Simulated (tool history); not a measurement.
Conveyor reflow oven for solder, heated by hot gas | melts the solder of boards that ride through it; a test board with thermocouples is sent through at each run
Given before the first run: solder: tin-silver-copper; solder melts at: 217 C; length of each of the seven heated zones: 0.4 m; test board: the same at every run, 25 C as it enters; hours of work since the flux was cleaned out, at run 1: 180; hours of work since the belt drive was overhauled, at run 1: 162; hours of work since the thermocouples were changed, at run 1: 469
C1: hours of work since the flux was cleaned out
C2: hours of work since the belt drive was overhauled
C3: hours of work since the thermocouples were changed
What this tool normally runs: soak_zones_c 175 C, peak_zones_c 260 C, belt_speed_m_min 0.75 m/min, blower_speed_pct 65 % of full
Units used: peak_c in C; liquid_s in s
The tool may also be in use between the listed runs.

{"run": 1, "day": 0.0, "soak_zones_c": 175, "peak_zones_c": 260, "belt_speed_m_min": 0.75, "blower_speed_pct": 65, "C1": 180, "C2": 162, "C3": 469, "peak_c": 240.3, "liquid_s": 38.6}
{"run": 2, "day": 0.529, "soak_zones_c": 175, "peak_zones_c": 260, "belt_speed_m_min": 0.816, "blower_speed_pct": 65, "C1": 189, "C2": 171, "C3": 477, "peak_c": 236.8, "liquid_s": 32.5}
{"run": 3, "day": 1.371, "soak_zones_c": 175, "peak_zones_c": 260, "belt_speed_m_min": 0.816, "blower_speed_pct": 65, "C1": 201, "C2": 184, "C3": 490, "peak_c": 236.6, "liquid_s": 31.1}
{"run": 4, "day": 1.846, "soak_zones_c": 175, "peak_zones_c": 260, "belt_speed_m_min": 0.816, "blower_speed_pct": 65, "C1": 209, "C2": 191, "C3": 497, "peak_c": 237.4, "liquid_s": 31.4}
{"day": 2.662, "done": "thermocouples of zones 6 and 7 changed"}
{"run": 5, "day": 2.754, "soak_zones_c": 175, "peak_zones_c": 260, "belt_speed_m_min": 0.75, "blower_speed_pct": 84, "C1": 221, "C2": 204, "C3": 1, "peak_c": 244.1, "liquid_s": 43.3}
{"run": 6, "day": 3.683, "soak_zones_c": 168, "peak_zones_c": 260, "belt_speed_m_min": 0.75, "blower_speed_pct": 84, "C1": 236, "C2": 218, "C3": 16, "peak_c": 242.1, "liquid_s": 39.6}
{"run": 7, "day": 4.554, "soak_zones_c": 168, "peak_zones_c": 260, "belt_speed_m_min": 0.75, "blower_speed_pct": 84, "C1": 249, "C2": 231, "C3": 29, "peak_c": 243.2, "liquid_s": 39.2}
{"run": 8, "day": 5.533, "soak_zones_c": 175, "peak_zones_c": 260, "belt_speed_m_min": 0.75, "blower_speed_pct": 65, "C1": 264, "C2": 246, "C3": 44, "peak_c": 240.4, "liquid_s": 37.9}
{"run": 9, "day": 6.238, "soak_zones_c": 175, "peak_zones_c": 260, "belt_speed_m_min": 0.75, "blower_speed_pct": 65, "C1": 275, "C2": 257, "C3": 55, "peak_c": 240, "liquid_s": 37.9}
{"run": 10, "day": 7.279, "soak_zones_c": 175, "peak_zones_c": 260, "belt_speed_m_min": 0.75, "blower_speed_pct": 65, "C1": 291, "C2": 273, "C3": 71, "peak_c": 240.4, "liquid_s": 37.9}
{"run": 11, "day": 8.229, "soak_zones_c": 175, "peak_zones_c": 260, "belt_speed_m_min": 0.75, "blower_speed_pct": 56, "C1": 306, "C2": 288, "C3": 86, "peak_c": 237.7, "liquid_s": 33.7}
{"run": 12, "day": 9.304, "soak_zones_c": 175, "peak_zones_c": 260, "belt_speed_m_min": 0.75, "blower_speed_pct": 65, "C1": 322, "C2": 304, "C3": 102, "peak_c": 239.4, "liquid_s": 37.5}
{"run": 13, "day": 9.85, "soak_zones_c": 175, "peak_zones_c": 260, "belt_speed_m_min": 0.75, "blower_speed_pct": 65, "C1": 331, "C2": 313, "C3": 111, "peak_c": 239, "liquid_s": 36.5}
{"run": 14, "day": 10.383, "soak_zones_c": 175, "peak_zones_c": 260, "belt_speed_m_min": 0.75, "blower_speed_pct": 65, "C1": 339, "C2": 321, "C3": 119, "peak_c": 240, "liquid_s": 37.4}
{"day": 10.633, "done": "belt drive overhauled, speed set with a stopwatch"}
{"run": 15, "day": 11.346, "soak_zones_c": 173, "peak_zones_c": 260, "belt_speed_m_min": 0.75, "blower_speed_pct": 65, "C1": 351, "C2": 11, "C3": 131, "peak_c": 238.6, "liquid_s": 37}
{"run": 16, "day": 12.146, "soak_zones_c": 173, "peak_zones_c": 260, "belt_speed_m_min": 0.75, "blower_speed_pct": 65, "C1": 364, "C2": 23, "C3": 143, "peak_c": 238.3, "liquid_s": 35.8}
{"run": 17, "day": 13.2, "soak_zones_c": 171, "peak_zones_c": 260, "belt_speed_m_min": 0.75, "blower_speed_pct": 72, "C1": 380, "C2": 40, "C3": 160, "peak_c": 239.7, "liquid_s": 37.1}
{"run": 18, "day": 13.792, "soak_zones_c": 171, "peak_zones_c": 260, "belt_speed_m_min": 0.75, "blower_speed_pct": 72, "C1": 389, "C2": 49, "C3": 169, "peak_c": 239.2, "liquid_s": 36.6}
{"day": 14.021, "done": "belt drive overhauled, speed set with a stopwatch, once more"}
{"day": 14.421, "done": "flux residue cleaned out of gas plates and filters"}
{"run": 19, "day": 14.917, "soak_zones_c": 175, "peak_zones_c": 269, "belt_speed_m_min": 0.635, "blower_speed_pct": 68, "C1": 8, "C2": 11, "C3": 180, "peak_c": 255.3, "liquid_s": 58.9}
{"run": 20, "day": 15.962, "soak_zones_c": 166, "peak_zones_c": 272, "belt_speed_m_min": 0.771, "blower_speed_pct": 71, "C1": 24, "C2": 27, "C3": 196, "peak_c": 250.1, "liquid_s": 42.7}
{"run": 21, "day": 16.946, "soak_zones_c": 173, "peak_zones_c": 274, "belt_speed_m_min": 0.75, "blower_speed_pct": 67, "C1": 39, "C2": 42, "C3": 212, "peak_c": 252.8, "liquid_s": 48}
{"run": 22, "day": 17.85, "soak_zones_c": 186, "peak_zones_c": 266, "belt_speed_m_min": 0.75, "blower_speed_pct": 67, "C1": 53, "C2": 56, "C3": 225, "peak_c": 248.6, "liquid_s": 48.5}
{"run": 23, "day": 18.738, "soak_zones_c": 179, "peak_zones_c": 264, "belt_speed_m_min": 0.64, "blower_speed_pct": 69, "C1": 66, "C2": 69, "C3": 239, "peak_c": 250.8, "liquid_s": 57.2}
{"run": 24, "day": 19.3, "soak_zones_c": 179, "peak_zones_c": 264, "belt_speed_m_min": 0.64, "blower_speed_pct": 69, "C1": 75, "C2": 78, "C3": 248, "peak_c": 250.6, "liquid_s": 56.7}
{"run": 25, "day": 19.792, "soak_zones_c": 179, "peak_zones_c": 264, "belt_speed_m_min": 0.64, "blower_speed_pct": 69, "C1": 83, "C2": 86, "C3": 255, "peak_c": 250.5, "liquid_s": 57.6}
{"run": 26, "day": 20.796, "soak_zones_c": 175, "peak_zones_c": 260, "belt_speed_m_min": 0.804, "blower_speed_pct": 65, "C1": 98, "C2": 101, "C3": 271, "peak_c": 238.5, "liquid_s": 33.7}
{"run": 27, "day": 21.4, "soak_zones_c": 175, "peak_zones_c": 260, "belt_speed_m_min": 0.804, "blower_speed_pct": 80, "C1": 107, "C2": 110, "C3": 280, "peak_c": 241.3, "liquid_s": 36.3}
{"run": 28, "day": 22.388, "soak_zones_c": 175, "peak_zones_c": 260, "belt_speed_m_min": 0.8, "blower_speed_pct": 65, "C1": 123, "C2": 126, "C3": 295, "peak_c": 238.2, "liquid_s": 33.8}
{"run": 29, "day": 23.096, "soak_zones_c": 187, "peak_zones_c": 268, "belt_speed_m_min": 0.607, "blower_speed_pct": 57, "C1": 134, "C2": 136, "C3": 306, "peak_c": 254.1, "liquid_s": 67.1}
{"run": 30, "day": 23.854, "soak_zones_c": 175, "peak_zones_c": 271, "belt_speed_m_min": 0.75, "blower_speed_pct": 54, "C1": 145, "C2": 148, "C3": 318, "peak_c": 246, "liquid_s": 41.8}

Predict each of these 4 candidate next runs independently; none follows another, all start after run 30:
{"run": "A", "day": 24.754, "soak_zones_c": 175, "peak_zones_c": 271, "belt_speed_m_min": 0.828, "blower_speed_pct": 62, "C1": 159, "C2": 162, "C3": 332, "peak_c": "?", "liquid_s": "?"}
{"run": "B", "day": 24.754, "soak_zones_c": 165, "peak_zones_c": 272, "belt_speed_m_min": 0.75, "blower_speed_pct": 73, "C1": 159, "C2": 162, "C3": 332, "peak_c": "?", "liquid_s": "?"}
{"run": "C", "day": 24.754, "soak_zones_c": 175, "peak_zones_c": 263, "belt_speed_m_min": 0.75, "blower_speed_pct": 54, "C1": 159, "C2": 162, "C3": 332, "peak_c": "?", "liquid_s": "?"}
{"run": "D", "day": 24.754, "soak_zones_c": 175, "peak_zones_c": 260, "belt_speed_m_min": 0.791, "blower_speed_pct": 67, "C1": 159, "C2": 162, "C3": 332, "peak_c": "?", "liquid_s": "?"}

run=A peak_c=244.7 liquid_s=36.3
run=B peak_c=250.1 liquid_s=43.5
run=C peak_c=239.4 liquid_s=36.6
run=D peak_c=238.6 liquid_s=34.4
Take away the tool's hidden state, keep each run's random variation, and the runs would have read:
run=A peak_c=246.9 liquid_s=38.1
run=B peak_c=252.4 liquid_s=45.1
run=C peak_c=241.3 liquid_s=38.6
run=D peak_c=240.7 liquid_s=36.5
